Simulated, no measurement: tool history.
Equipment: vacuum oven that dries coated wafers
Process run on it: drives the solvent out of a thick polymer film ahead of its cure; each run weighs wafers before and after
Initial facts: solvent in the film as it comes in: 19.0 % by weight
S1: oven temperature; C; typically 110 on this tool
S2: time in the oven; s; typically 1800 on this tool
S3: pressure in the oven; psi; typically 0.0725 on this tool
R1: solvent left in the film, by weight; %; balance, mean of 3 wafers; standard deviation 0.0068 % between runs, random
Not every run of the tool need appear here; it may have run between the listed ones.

run 1 hour=0 | S1=110 S2=1800 S3=0.0725 | R1=3.926
run 2 hour=13.4 | S1=110 S2=1800 S3=0.0725 | R1=3.909
run 3 hour=23.2 | S1=110 S2=1800 S3=0.0725 | R1=3.914
run 4 hour=33 | S1=123 S2=1800 S3=0.0725 | R1=1.672
run 5 hour=47.6 | S1=110 S2=2820 S3=0.0725 | R1=1.863
run 6 hour=57.8 | S1=110 S2=2820 S3=0.0725 | R1=1.86
-- hour=60.6 vacuum gauge cleaned of residue and calibrated
run 7 hour=65.7 | S1=111 S2=1800 S3=0.0725 | R1=3.701
run 8 hour=76.9 | S1=111 S2=1800 S3=0.0725 | R1=3.706
run 9 hour=89.9 | S1=110 S2=1800 S3=0.0725 | R1=3.91
run 10 hour=96.3 | S1=110 S2=1800 S3=0.0725 | R1=3.913
run 11 hour=102.8 | S1=114 S2=1800 S3=0.0725 | R1=3.114
-- hour=108.2 vacuum gauge cleaned of residue and calibrated, once more
run 12 hour=111 | S1=114 S2=1800 S3=0.0725 | R1=3.114
run 13 hour=124.1 | S1=111 S2=1920 S3=0.0725 | R1=3.371
run 14 hour=135 | S1=111 S2=1920 S3=0.0725 | R1=3.378
run 15 hour=146.5 | S1=123 S2=2100 S3=0.1279 | R1=1.24
run 16 hour=157.3 | S1=123 S2=2100 S3=0.1279 | R1=1.234
run 17 hour=169.7 | S1=123 S2=2580 S3=0.0725 | R1=0.682
run 18 hour=176.8 | S1=120 S2=1140 S3=0.1391 | R1=4.368
run 19 hour=191.2 | S1=111 S2=960 S3=0.0911 | R1=7.182

Forecast each of these 5 alternatives for the next run:
run A hour=203.9 | S1=107 S2=1740 S3=0.0725 | R1=?
run B hour=203.9 | S1=109 S2=1260 S3=0.2141 | R1=?
run C hour=203.9 | S1=101 S2=1800 S3=0.0725 | R1=?
run D hour=203.9 | S1=115 S2=1080 S3=0.064 | R1=?
run E hour=203.9 | S1=119 S2=960 S3=0.2708 | R1=?

run=A R1=4.717
run=B R1=6.306
run=C R1=5.909
run=D R1=5.625
run=E R1=5.676
Without the tool's hidden state the same runs would have given:
run=A R1=4.814
run=B R1=6.406
run=C R1=6.01
run=D R1=5.721
run=E R1=5.772
